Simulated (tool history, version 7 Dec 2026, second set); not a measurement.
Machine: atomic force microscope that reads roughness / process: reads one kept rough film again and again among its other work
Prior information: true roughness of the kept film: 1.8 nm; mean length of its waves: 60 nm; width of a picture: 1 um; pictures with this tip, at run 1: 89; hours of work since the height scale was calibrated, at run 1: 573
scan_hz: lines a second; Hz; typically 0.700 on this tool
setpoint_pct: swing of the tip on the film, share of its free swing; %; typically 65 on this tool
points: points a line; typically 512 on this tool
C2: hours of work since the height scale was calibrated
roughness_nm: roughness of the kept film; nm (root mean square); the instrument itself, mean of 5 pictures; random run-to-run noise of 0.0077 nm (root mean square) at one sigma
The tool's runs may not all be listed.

{"run": 1, "hour": 0.0, "scan_hz": 0.7, "setpoint_pct": 65, "points": 512, "pictures with this tip": 89, "C2": 573, "roughness_nm": 1.716}
{"run": 2, "hour": 9.9, "scan_hz": 0.7, "setpoint_pct": 65, "points": 512, "pictures with this tip": 106, "C2": 580, "roughness_nm": 1.701}
{"run": 3, "hour": 21.6, "scan_hz": 0.7, "setpoint_pct": 65, "points": 512, "pictures with this tip": 126, "C2": 589, "roughness_nm": 1.696}
{"run": 4, "hour": 42.7, "scan_hz": 0.7, "setpoint_pct": 65, "points": 512, "pictures with this tip": 162, "C2": 605, "roughness_nm": 1.692}
{"run": 5, "hour": 58.9, "scan_hz": 0.7, "setpoint_pct": 65, "points": 273, "pictures with this tip": 190, "C2": 617, "roughness_nm": 1.687}
{"run": 6, "hour": 70.2, "scan_hz": 0.7, "setpoint_pct": 65, "points": 273, "pictures with this tip": 209, "C2": 626, "roughness_nm": 1.688}
{"run": 7, "hour": 91.6, "scan_hz": 0.7, "setpoint_pct": 65, "points": 273, "pictures with this tip": 245, "C2": 642, "roughness_nm": 1.675}
{"run": 8, "hour": 108.2, "scan_hz": 0.7, "setpoint_pct": 89, "points": 512, "pictures with this tip": 274, "C2": 654, "roughness_nm": 1.606}
{"run": 9, "hour": 127.9, "scan_hz": 0.7, "setpoint_pct": 89, "points": 512, "pictures with this tip": 308, "C2": 669, "roughness_nm": 1.587}
{"hour": 139.2, "done": "new tip fitted"}
{"run": 10, "hour": 150.2, "scan_hz": 0.7, "setpoint_pct": 89, "points": 512, "pictures with this tip": 19, "C2": 686, "roughness_nm": 1.629}
{"run": 11, "hour": 161.8, "scan_hz": 0.7, "setpoint_pct": 89, "points": 512, "pictures with this tip": 39, "C2": 694, "roughness_nm": 1.624}
{"run": 12, "hour": 175.1, "scan_hz": 0.7, "setpoint_pct": 89, "points": 512, "pictures with this tip": 62, "C2": 704, "roughness_nm": 1.633}
{"run": 13, "hour": 194.5, "scan_hz": 0.864, "setpoint_pct": 56, "points": 629, "pictures with this tip": 95, "C2": 719, "roughness_nm": 1.716}
{"run": 14, "hour": 214.4, "scan_hz": 0.934, "setpoint_pct": 65, "points": 512, "pictures with this tip": 129, "C2": 734, "roughness_nm": 1.692}
{"run": 15, "hour": 224.9, "scan_hz": 0.6, "setpoint_pct": 84, "points": 512, "pictures with this tip": 147, "C2": 742, "roughness_nm": 1.65}
{"run": 16, "hour": 239.7, "scan_hz": 0.6, "setpoint_pct": 84, "points": 512, "pictures with this tip": 172, "C2": 753, "roughness_nm": 1.645}
{"run": 17, "hour": 248.8, "scan_hz": 0.6, "setpoint_pct": 86, "points": 428, "pictures with this tip": 188, "C2": 760, "roughness_nm": 1.647}

Predict the results of run 18:
{"run": 18, "hour": 263.6, "scan_hz": 3.83, "setpoint_pct": 86, "points": 558, "pictures with this tip": 213, "C2": 771, "roughness_nm": "?"}

{"run 18": {"roughness_nm": 1.298}}
Minus the tool's unlogged condition, the same run would have read roughness_nm 1.338 nm (root mean square).
